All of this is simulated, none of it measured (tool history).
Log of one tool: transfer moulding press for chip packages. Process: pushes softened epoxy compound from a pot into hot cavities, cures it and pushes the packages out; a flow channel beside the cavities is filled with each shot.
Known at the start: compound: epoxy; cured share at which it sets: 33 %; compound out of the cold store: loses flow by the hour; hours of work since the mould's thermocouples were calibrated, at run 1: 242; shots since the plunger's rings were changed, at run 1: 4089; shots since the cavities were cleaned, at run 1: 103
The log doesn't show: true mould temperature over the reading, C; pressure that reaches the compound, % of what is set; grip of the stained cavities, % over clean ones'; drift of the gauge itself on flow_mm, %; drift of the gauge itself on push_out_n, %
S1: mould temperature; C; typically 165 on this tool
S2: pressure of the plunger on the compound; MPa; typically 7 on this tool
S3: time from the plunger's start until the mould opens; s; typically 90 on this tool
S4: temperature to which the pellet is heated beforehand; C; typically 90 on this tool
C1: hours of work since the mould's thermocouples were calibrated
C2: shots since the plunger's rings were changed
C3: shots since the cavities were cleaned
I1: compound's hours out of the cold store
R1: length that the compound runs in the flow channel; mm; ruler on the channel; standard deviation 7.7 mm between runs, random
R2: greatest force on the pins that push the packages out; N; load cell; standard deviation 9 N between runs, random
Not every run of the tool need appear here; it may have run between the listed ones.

| run | hour | S1 | S2 | S3 | S4 | C1 | C2 | C3 | I1 | R1 | R2 |
|---|---|---|---|---|---|---|---|---|---|---|---|
| 1 | 0 | 165 | 7 | 90 | 90 | 242 | 4089 | 103 | 47.7 | 726 | 486 |
| 2 | 6.9 | 165 | 7 | 90 | 96 | 247 | 4199 | 213 | 37.1 | 776 | 515 |
| 3 | 15.8 | 165 | 7 | 110 | 96 | 254 | 4341 | 355 | 15.2 | 861 | 535 |
|  | 20.7 | plunger's sealing rings changed |
| 4 | 25.9 | 165 | 7 | 110 | 96 | 260 | 83 | 476 | 43.2 | 808 | 561 |
|  | 32.4 | cavities cleaned with cleaning compound and waxed |
| 5 | 35.2 | 165 | 7 | 90 | 91 | 266 | 208 | 46 | 13.5 | 929 | 477 |
| 6 | 40.7 | 165 | 7 | 90 | 91 | 270 | 296 | 134 | 36.2 | 840 | 517 |
| 7 | 46.9 | 165 | 7.19 | 90 | 90 | 275 | 395 | 233 | 11.5 | 971 | 621 |
| 8 | 53.1 | 161 | 7 | 90 | 90 | 280 | 493 | 331 | 8.9 | 996 | 911 |
| 9 | 58.1 | 161 | 7 | 90 | 90 | 283 | 573 | 411 | 27.7 | 883 | 881 |
| 10 | 64.2 | 161 | 7 | 90 | 90 | 288 | 669 | 507 | 11.3 | 966 | 991 |
|  | 68.4 | cavities cleaned with cleaning compound and waxed |
| 11 | 75.4 | 161 | 6.62 | 90 | 90 | 296 | 824 | 112 | 27.6 | 858 | 673 |
|  | 77.8 | mould's thermocouples calibrated |
| 12 | 84.3 | 161 | 6.62 | 90 | 90 | 5 | 934 | 222 | 15.4 | 911 | 774 |
| 13 | 90.1 | 161 | 6.62 | 90 | 90 | 9 | 1026 | 314 | 14 | 906 | 880 |
| 14 | 97.3 | 161 | 6.62 | 90 | 90 | 15 | 1141 | 429 | 44.1 | 787 | 871 |
| 15 | 102.5 | 170 | 6.62 | 90 | 93 | 19 | 1223 | 511 | 22 | 854 | 627 |

What does the tool deliver on the next run?
|  | 106.4 | cavities cleaned with cleaning compound and waxed |
| 16 | 110.7 | 161 | 6.62 | 94 | 93 | 24 | 1330 | 68 | 10.6 | ? | ? |

Run 16 came out at R1 923 mm, R2 628 N.
On a tool with no hidden condition, and with the same random variation, this run would have come out at R1 942 mm, R2 504 N.

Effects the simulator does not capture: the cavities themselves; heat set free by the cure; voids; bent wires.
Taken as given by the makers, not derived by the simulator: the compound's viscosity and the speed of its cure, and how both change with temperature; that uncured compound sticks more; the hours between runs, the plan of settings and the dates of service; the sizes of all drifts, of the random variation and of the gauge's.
